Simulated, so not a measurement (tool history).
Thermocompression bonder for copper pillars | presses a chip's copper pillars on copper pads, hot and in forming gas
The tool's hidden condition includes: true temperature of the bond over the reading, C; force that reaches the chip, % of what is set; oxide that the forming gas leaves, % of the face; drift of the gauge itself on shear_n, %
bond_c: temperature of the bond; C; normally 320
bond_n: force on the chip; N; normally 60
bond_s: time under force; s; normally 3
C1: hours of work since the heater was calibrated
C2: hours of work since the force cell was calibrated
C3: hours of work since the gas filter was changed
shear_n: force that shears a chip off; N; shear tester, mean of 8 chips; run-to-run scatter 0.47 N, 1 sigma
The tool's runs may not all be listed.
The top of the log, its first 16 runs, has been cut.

Run 17, hour 124.2: usual settings; C1 174; C2 632; C3 41. Result: shear_n 60.7 N.
Run 18, hour 131.4: usual settings; C1 179; C2 636; C3 45. Result: shear_n 60.2 N.
Run 19, hour 138.2: usual settings; C1 183; C2 641; C3 50. Result: shear_n 59.2 N.
Run 20, hour 143.6: usual settings; C1 186; C2 644; C3 53. Result: shear_n 61.4 N.
Run 21, hour 151.6: usual settings but bond_c 326 C, bond_n 42 N, bond_s 2 s; C1 192; C2 649; C3 58. Result: shear_n 37.1 N.
Run 22, hour 158.8: usual settings but bond_c 338 C, bond_n 42 N, bond_s 5 s; C1 196; C2 654; C3 63. Result: shear_n 60.4 N.
Run 23, hour 168.3: usual settings but bond_c 341 C; C1 202; C2 660; C3 69. Result: shear_n 71 N.
Run 24, hour 173.4: usual settings but bond_c 348 C, bond_n 71 N, bond_s 4 s; C1 205; C2 663; C3 72. Result: shear_n 94.7 N.
Run 25, hour 181: usual settings but bond_c 348 C, bond_n 71 N, bond_s 4 s; C1 210; C2 668; C3 77. Result: shear_n 94.2 N.
Run 26, hour 188.8: usual settings but bond_n 51 N, bond_s 5 s; C1 215; C2 673; C3 82. Result: shear_n 61.9 N.
Run 27, hour 193.3: usual settings but bond_c 322 C, bond_n 70 N, bond_s 5 s; C1 218; C2 676; C3 85. Result: shear_n 83 N.
Run 28, hour 200.4: usual settings but bond_c 337 C, bond_n 54 N, bond_s 5 s; C1 223; C2 680; C3 89. Result: shear_n 75.3 N.
Run 29, hour 209.7: usual settings but bond_c 337 C, bond_n 63 N, bond_s 4 s; C1 228; C2 686; C3 95. Result: shear_n 79.5 N.
Run 30, hour 218: usual settings but bond_c 337 C, bond_n 63 N, bond_s 4 s; C1 234; C2 691; C3 100. Result: shear_n 80 N.
Run 31, hour 227.4: usual settings but bond_c 337 C, bond_n 47 N, bond_s 5 s; C1 240; C2 697; C3 106. Result: shear_n 66.5 N.
Run 32, hour 237: usual settings but bond_c 337 C, bond_n 47 N, bond_s 5 s; C1 246; C2 703; C3 112. Result: shear_n 67.2 N.
Run 33, hour 241.7: usual settings but bond_c 323 C, bond_n 71 N, bond_s 5 s; C1 249; C2 706; C3 115. Result: shear_n 86.3 N.
Run 34, hour 248.7: usual settings but bond_c 317 C, bond_n 66 N, bond_s 6 s; C1 253; C2 711; C3 120. Result: shear_n 81.4 N.
Run 35, hour 255.2: usual settings but bond_c 317 C, bond_n 66 N, bond_s 6 s; C1 257; C2 715; C3 124. Result: shear_n 81.8 N.
Run 36, hour 261.4: usual settings but bond_c 342 C, bond_n 80 N, bond_s 2 s; C1 261; C2 719; C3 128. Result: shear_n 80.4 N.
Run 37, hour 271.6: usual settings but bond_c 342 C, bond_n 80 N, bond_s 2 s; C1 268; C2 725; C3 134. Result: shear_n 79.8 N.
Run 38, hour 280.4: usual settings but bond_c 342 C, bond_n 80 N, bond_s 2 s; C1 273; C2 731; C3 140. Result: shear_n 80.2 N.
Run 39, hour 286.2: usual settings but bond_n 57 N; C1 277; C2 734; C3 143. Result: shear_n 56.5 N.

3 options for the next run, each taken on its own from the tool as it stands now. Forecast them:
Run A, hour 295.3: usual settings but bond_c 346 C, bond_n 41 N, bond_s 2 s; C1 283; C2 740; C3 149. Result: shear_n ?.
Run B, hour 295.3: usual settings but bond_c 336 C, bond_s 7 s; C1 283; C2 740; C3 149. Result: shear_n ?.
Run C, hour 295.3: usual settings but bond_c 311 C, bond_n 71 N, bond_s 7 s; C1 283; C2 740; C3 149. Result: shear_n ?.

run  shear_n
  A     43.5
  B     89.8
  C     86.9
Take away the tool's hidden state, keep each run's random variation, and the runs would have read:
run  shear_n
  A     43.7
  B     90.1
  C     87.2
